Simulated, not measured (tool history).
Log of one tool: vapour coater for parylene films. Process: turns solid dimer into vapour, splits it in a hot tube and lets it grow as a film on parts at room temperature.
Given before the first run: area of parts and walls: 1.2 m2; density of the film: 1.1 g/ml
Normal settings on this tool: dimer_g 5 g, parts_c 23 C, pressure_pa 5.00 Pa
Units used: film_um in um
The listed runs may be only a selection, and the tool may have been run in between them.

Run 1, hour 0.0: usual settings. Result: film_um 2.61 um.
Run 2, hour 49.2: usual settings. Result: film_um 2.60 um.
Run 3, hour 117.3: usual settings. Result: film_um 2.57 um.
Run 4, hour 181.4: usual settings but pressure_pa 3.68 Pa. Result: film_um 2.68 um.
Run 5, hour 211.1: usual settings but pressure_pa 3.68 Pa. Result: film_um 2.67 um.
At hour 222.8: trap's valve overhauled.
Run 6, hour 263.3: usual settings. Result: film_um 2.42 um.
Run 7, hour 331.5: usual settings but parts_c 29 C. Result: film_um 2.15 um.
Run 8, hour 359.9: usual settings. Result: film_um 2.43 um.
Run 9, hour 393.1: usual settings. Result: film_um 2.40 um.
Run 10, hour 460.0: usual settings. Result: film_um 2.37 um.
At hour 489.8: trap's valve overhauled, once more.
Run 11, hour 497.8: usual settings but pressure_pa 2.81 Pa. Result: film_um 2.96 um.
Run 12, hour 534.9: usual settings. Result: film_um 2.77 um.
Run 13, hour 583.6: usual settings. Result: film_um 2.77 um.
Run 14, hour 616.3: usual settings. Result: film_um 2.73 um.
Run 15, hour 648.1: usual settings but pressure_pa 6.75 Pa. Result: film_um 2.64 um.
Run 16, hour 702.4: usual settings but pressure_pa 6.75 Pa. Result: film_um 2.60 um.
Run 17, hour 740.5: usual settings but pressure_pa 5.18 Pa. Result: film_um 2.65 um.
Run 18, hour 769.5: usual settings but pressure_pa 5.18 Pa. Result: film_um 2.65 um.
Run 19, hour 809.5: usual settings but pressure_pa 5.18 Pa. Result: film_um 2.69 um.
Run 20, hour 846.4: usual settings. Result: film_um 2.68 um.
Run 21, hour 874.0: usual settings. Result: film_um 2.69 um.
Run 22, hour 932.7: usual settings but parts_c 26 C. Result: film_um 2.47 um.
Run 23, hour 1000.8: usual settings but pressure_pa 6.85 Pa. Result: film_um 2.53 um.
Run 24, hour 1068.6: usual settings but parts_c 30 C. Result: film_um 2.24 um.
Run 25, hour 1120.8: usual settings but parts_c 30 C. Result: film_um 2.24 um.
Run 26, hour 1177.8: usual settings but parts_c 30 C. Result: film_um 2.22 um.
Run 27, hour 1231.5: usual settings but dimer_g 2 g, parts_c 24 C, pressure_pa 4.00 Pa. Result: film_um 1.01 um.
At hour 1257.8: table's thermometer calibrated.
Run 28, hour 1291.2: usual settings but dimer_g 3 g, parts_c 34 C, pressure_pa 4.00 Pa. Result: film_um 1.27 um.
At hour 1324.2: trap's valve overhauled.
Run 29, hour 1352.7: usual settings but dimer_g 2 g, parts_c 29 C, pressure_pa 8.80 Pa. Result: film_um 0.93 um.
Run 30, hour 1403.2: usual settings but dimer_g 2 g, parts_c 33 C, pressure_pa 3.98 Pa. Result: film_um 0.92 um.
Run 31, hour 1446.0: usual settings but dimer_g 9 g, pressure_pa 2.06 Pa. Result: film_um 5.50 um.
Run 32, hour 1483.0: usual settings but dimer_g 7 g, parts_c 25 C, pressure_pa 9.76 Pa. Result: film_um 3.50 um.
Run 33, hour 1540.0: usual settings but dimer_g 7 g, parts_c 25 C, pressure_pa 9.76 Pa. Result: film_um 3.42 um.
Run 34, hour 1600.1: usual settings but dimer_g 7 g, pressure_pa 11.24 Pa. Result: film_um 3.51 um.
Run 35, hour 1652.7: usual settings but dimer_g 8 g. Result: film_um 4.35 um.
Run 36, hour 1682.6: usual settings but parts_c 32 C. Result: film_um 2.27 um.
Run 37, hour 1737.8: usual settings but dimer_g 2 g, parts_c 32 C, pressure_pa 8.32 Pa. Result: film_um 0.85 um.
Run 38, hour 1794.8: usual settings but dimer_g 6 g, parts_c 32 C, pressure_pa 4.52 Pa. Result: film_um 2.68 um.
Run 39, hour 1851.3: usual settings but dimer_g 6 g, parts_c 32 C, pressure_pa 4.52 Pa. Result: film_um 2.68 um.
Run 40, hour 1888.5: usual settings but parts_c 31 C, pressure_pa 10.59 Pa. Result: film_um 2.08 um.
Run 41, hour 1923.4: usual settings but dimer_g 6 g. Result: film_um 3.22 um.
Run 42, hour 1975.7: usual settings but dimer_g 9 g, parts_c 15 C, pressure_pa 2.18 Pa. Result: film_um 6.15 um.
Run 43, hour 2034.6: usual settings but parts_c 34 C, pressure_pa 2.09 Pa. Result: film_um 2.27 um.
Run 44, hour 2092.8: usual settings but parts_c 34 C, pressure_pa 2.09 Pa. Result: film_um 2.26 um.
Run 45, hour 2133.2: usual settings but parts_c 34 C, pressure_pa 2.09 Pa. Result: film_um 2.24 um.
At hour 2158.1: trap's valve overhauled.
Run 46, hour 2168.4: usual settings but parts_c 34 C, pressure_pa 2.09 Pa. Result: film_um 2.46 um.

Each row is a separate what-if for the run after 46, all from the same tool condition, not one after another. Results?
Run A, hour 2200.6: usual settings but dimer_g 3 g, parts_c 34 C, pressure_pa 2.28 Pa. Result: film_um ?.
Run B, hour 2200.6: usual settings but dimer_g 7 g, parts_c 16 C, pressure_pa 2.70 Pa. Result: film_um ?.
Run C, hour 2200.6: usual settings but dimer_g 4 g, parts_c 32 C, pressure_pa 4.74 Pa. Result: film_um ?.
Run D, hour 2200.6: usual settings but dimer_g 3 g, parts_c 34 C, pressure_pa 10.42 Pa. Result: film_um ?.

run  film_um
  A     1.46
  B     4.90
  C     1.87
  D     1.22
With no hidden state in the tool, these same runs would have given:
run  film_um
  A     1.48
  B     4.98
  C     1.90
  D     1.24
